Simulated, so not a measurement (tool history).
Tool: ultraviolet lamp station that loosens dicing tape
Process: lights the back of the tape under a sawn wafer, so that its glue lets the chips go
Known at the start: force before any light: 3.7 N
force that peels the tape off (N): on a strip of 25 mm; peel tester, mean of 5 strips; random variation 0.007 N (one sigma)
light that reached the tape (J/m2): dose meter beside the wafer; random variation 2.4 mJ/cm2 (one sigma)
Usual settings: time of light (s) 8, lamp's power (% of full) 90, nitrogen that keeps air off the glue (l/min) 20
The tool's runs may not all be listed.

run     day  time of light (s)  lamp's power (% of full)  nitrogen that keeps air off the glue (l/min)  force that peels the tape off (N)  light that reached the tape (J/m2)
  1   0.000                  8                        90                                            20                              0.255                                2600
      0.804  -- window cleaned of glue's vapour
  2   1.467                  8                        90                                             8                              0.356                                2620
  3   3.029                  8                        90                                            20                              0.247                                2590
  4   3.750                  8                        90                                             8                              0.361                                2600
  5   4.471                  8                        84                                            20                              0.259                                2420
  6   5.879                  8                        84                                            10                              0.373                                2410
  7   6.646                  8                        84                                            10                              0.358                                2400
  8   7.967                  8                        88                                            15                              0.277                                2570
  9   8.796                  8                        71                                            21                              0.344                                2050
 10  10.400                  7                        97                                            33                              0.231                                2460
 11  11.946                 14                        60                                            17                              0.196                                3020
 12  13.688                  6                        60                                            17                              0.717                                1290
 13  14.638                  6                        60                                            17                              0.725                                1290

4 ways to go on from here, each from the tool as it stands after run 13. What would each give?
  A  15.779                  9                        60                                            16                                  ?                                   ?
  B  15.779                  6                        63                                            17                                  ?                                   ?
  C  15.779                  4                        75                                            14                                  ?                                   ?
  D  15.779                  8                        92                                            29                                  ?                                   ?

run  force that peels the tape off (N)  light that reached the tape (J/m2)
  A                              0.389                                1940
  B                              0.676                                1370
  C                              0.987                                1110
  D                              0.202                                2650
Without the tool's hidden state the same runs would have given:
run  force that peels the tape off (N)  light that reached the tape (J/m2)
  A                              0.387                                1940
  B                              0.673                                1370
  C                              0.983                                1110
  D                              0.201                                2660

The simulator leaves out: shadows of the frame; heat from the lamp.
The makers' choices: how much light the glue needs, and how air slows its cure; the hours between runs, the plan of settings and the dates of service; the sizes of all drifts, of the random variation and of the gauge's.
